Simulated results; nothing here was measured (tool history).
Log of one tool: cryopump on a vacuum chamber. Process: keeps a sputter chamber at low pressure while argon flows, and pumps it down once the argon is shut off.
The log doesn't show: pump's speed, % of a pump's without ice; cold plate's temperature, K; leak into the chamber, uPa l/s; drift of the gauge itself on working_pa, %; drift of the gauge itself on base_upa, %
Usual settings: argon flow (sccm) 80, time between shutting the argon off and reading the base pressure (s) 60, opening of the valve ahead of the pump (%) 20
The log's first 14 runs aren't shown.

run	hour	argon flow (sccm)	time between shutting the argon off and reading the base pressure (s)	opening of the valve ahead of the pump (%)	hours of work since the pump was warmed up and emptied	hours of work since the cold head was overhauled	hours of work since the chamber's fittings were tightened	pressure while argon flows (Pa)	pressure after the wait (uPa)
15	193.2	70	60	20	648	648	609	0.2718	0.75
16	207.0	70	60	20	659	659	619	0.2733	0.77
17	225.5	70	60	20	673	673	634	0.2717	0.75
18	234.4	140	103	24	680	680	641	0.4616	0.59
19	251.1	140	103	27	694	694	654	0.4123	0.62
20	266.1	60	103	27	705	705	666	0.1787	0.61
21	281.6	110	71	26	718	718	678	0.3404	0.68
22	297.5	56	71	18	730	730	691	0.2421	0.74
23	310.2	56	71	18	740	740	701	0.2418	0.75
24	327.4	74	54	23	754	754	714	0.2562	0.84
25	342.0	74	54	18	765	765	726	0.3239	0.78
26	356.1	158	38	33	776	776	737	0.3947	1.01

Run 27 comes next. What will it give?
27	373.9	158	38	33	790	790	751	?	?

pressure while argon flows (Pa): 0.3964
pressure after the wait (uPa): 0.99
Without the tool's hidden state the same run would have given pressure while argon flows (Pa) 0.3487, pressure after the wait (uPa) 0.64.
